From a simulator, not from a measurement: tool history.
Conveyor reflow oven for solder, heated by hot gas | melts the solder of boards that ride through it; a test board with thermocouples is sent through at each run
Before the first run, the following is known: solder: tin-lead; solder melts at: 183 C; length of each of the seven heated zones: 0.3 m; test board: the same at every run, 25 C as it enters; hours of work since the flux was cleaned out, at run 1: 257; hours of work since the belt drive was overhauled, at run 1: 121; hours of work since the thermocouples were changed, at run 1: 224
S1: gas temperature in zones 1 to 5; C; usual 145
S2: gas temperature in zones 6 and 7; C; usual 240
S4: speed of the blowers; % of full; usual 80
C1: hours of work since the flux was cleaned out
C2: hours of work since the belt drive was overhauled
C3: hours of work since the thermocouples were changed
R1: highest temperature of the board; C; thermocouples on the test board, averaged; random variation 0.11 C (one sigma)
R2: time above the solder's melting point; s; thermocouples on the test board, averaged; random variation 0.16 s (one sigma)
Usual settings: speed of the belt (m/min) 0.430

Run 1, day 0.000: usual settings; C1 257; C2 121; C3 224. Result: R1 226.7 C, R2 72.9 s.
Run 2, day 0.871: usual settings but S1 135 C; C1 274; C2 137; C3 240. Result: R1 225.3 C, R2 68.0 s.
Run 3, day 2.458: usual settings but S1 135 C; C1 303; C2 167; C3 270. Result: R1 225.2 C, R2 68.2 s.
Run 4, day 4.188: usual settings but S1 135 C; C1 336; C2 199; C3 302. Result: R1 225.1 C, R2 68.0 s.
At day 5.592: flux residue cleaned out of gas plates and filters.
Run 5, day 6.050: usual settings but S1 135 C; C1 9; C2 230; C3 333. Result: R1 224.5 C, R2 67.5 s.
Run 6, day 7.246: usual settings but S2 231 C; C1 31; C2 253; C3 355. Result: R1 217.8 C, R2 67.0 s.
Run 7, day 9.017: usual settings but S2 231 C; C1 64; C2 286; C3 389. Result: R1 217.9 C, R2 66.7 s.
Run 8, day 10.104: usual settings but S2 231 C; C1 84; C2 306; C3 409. Result: R1 217.7 C, R2 66.6 s.
Run 9, day 12.021: usual settings but speed of the belt (m/min) 0.348; C1 120; C2 342; C3 445. Result: R1 230.9 C, R2 93.5 s.
Run 10, day 12.925: usual settings but S2 237 C; C1 137; C2 359; C3 462. Result: R1 223.1 C, R2 70.6 s.
At day 14.146: flux residue cleaned out of gas plates and filters, once more.
Run 11, day 14.883: usual settings but S4 87 % of full; C1 14; C2 392; C3 494. Result: R1 229.7 C, R2 75.1 s.
Run 12, day 16.400: usual settings but S2 247 C, S4 87 % of full; C1 42; C2 420; C3 523. Result: R1 236.2 C, R2 78.1 s.
Run 13, day 18.229: usual settings but S2 247 C, S4 87 % of full; C1 76; C2 454; C3 557. Result: R1 236.1 C, R2 77.9 s.
Run 14, day 20.171: usual settings but S2 247 C, S4 87 % of full; C1 113; C2 491; C3 593. Result: R1 235.9 C, R2 78.0 s.
Run 15, day 21.479: usual settings but S2 247 C, S4 87 % of full; C1 137; C2 515; C3 618. Result: R1 236.0 C, R2 78.3 s.
Run 16, day 23.558: usual settings but S2 253 C; C1 176; C2 554; C3 657. Result: R1 239.9 C, R2 80.0 s.
Run 17, day 25.325: usual settings but S1 158 C, S2 230 C, speed of the belt (m/min) 0.450, S4 86 % of full; C1 209; C2 587; C3 690. Result: R1 220.9 C, R2 72.5 s.
Run 18, day 26.808: usual settings but S1 139 C, S2 248 C; C1 237; C2 615; C3 718. Result: R1 234.2 C, R2 75.3 s.
Run 19, day 28.383: usual settings but S1 149 C, S2 248 C, speed of the belt (m/min) 0.506; C1 266; C2 644; C3 747. Result: R1 230.4 C, R2 65.5 s.
Run 20, day 30.025: usual settings but S1 149 C, S2 248 C, speed of the belt (m/min) 0.506; C1 297; C2 675; C3 778. Result: R1 230.4 C, R2 65.2 s.
Run 21, day 31.275: usual settings but S1 149 C, S2 248 C, speed of the belt (m/min) 0.506; C1 321; C2 698; C3 801. Result: R1 230.2 C, R2 65.2 s.
Run 22, day 32.388: usual settings but S1 149 C, S2 248 C, speed of the belt (m/min) 0.506; C1 341; C2 719; C3 822. Result: R1 230.1 C, R2 65.1 s.
At day 33.483: flux residue cleaned out of gas plates and filters.
Run 23, day 34.225: usual settings but S1 144 C, S2 236 C; C1 14; C2 750; C3 853. Result: R1 225.4 C, R2 72.5 s.
Run 24, day 36.062: usual settings but S1 139 C, S2 252 C, speed of the belt (m/min) 0.497, S4 57 % of full; C1 48; C2 784; C3 887. Result: R1 226.6 C, R2 60.6 s.
Run 25, day 37.204: usual settings but S2 251 C, speed of the belt (m/min) 0.354, S4 57 % of full; C1 70; C2 805; C3 908. Result: R1 239.1 C, R2 97.4 s.
Run 26, day 39.221: usual settings but S2 231 C, S4 64 % of full; C1 107; C2 843; C3 946. Result: R1 217.6 C, R2 66.6 s.
Run 27, day 40.371: usual settings but S4 66 % of full; C1 129; C2 865; C3 968. Result: R1 225.7 C, R2 72.8 s.
Run 28, day 42.204: usual settings but S4 66 % of full; C1 163; C2 899; C3 1002. Result: R1 225.5 C, R2 72.9 s.
Run 29, day 44.146: usual settings but S1 149 C; C1 200; C2 935; C3 1038. Result: R1 229.2 C, R2 76.8 s.
Run 30, day 46.142: usual settings but S1 149 C, S2 230 C; C1 237; C2 973; C3 1076. Result: R1 220.1 C, R2 71.5 s.

Each row is a separate what-if for the run after 30, all from the same tool condition, not one after another. Results?
Run A, day 47.508: usual settings but S1 137 C, S2 242 C, S4 54 % of full; C1 262; C2 998; C3 1101. Result: R1 ?, R2 ?.
Run B, day 47.508: usual settings but S1 135 C, S2 255 C, speed of the belt (m/min) 0.409; C1 262; C2 998; C3 1101. Result: R1 ?, R2 ?.
Run C, day 47.508: usual settings but S1 137 C, S2 239 C, S4 73 % of full; C1 262; C2 998; C3 1101. Result: R1 ?, R2 ?.
Run D, day 47.508: usual settings but S2 230 C, S4 79 % of full; C1 262; C2 998; C3 1101. Result: R1 ?, R2 ?.
Run E, day 47.508: usual settings but S1 149 C, S2 250 C, speed of the belt (m/min) 0.355; C1 262; C2 998; C3 1101. Result: R1 ?, R2 ?.

run     R1     R2
  A  221.7   66.5
  B  242.2   82.4
  C  225.0   69.5
  D  219.4   69.1
  E  242.8  100.9
Take away the tool's hidden state, keep each run's random variation, and the runs would have read:
run     R1    R2
  A  221.0  65.0
  B  241.7  80.8
  C  224.5  68.1
  D  218.8  67.7
  E  242.0  98.7
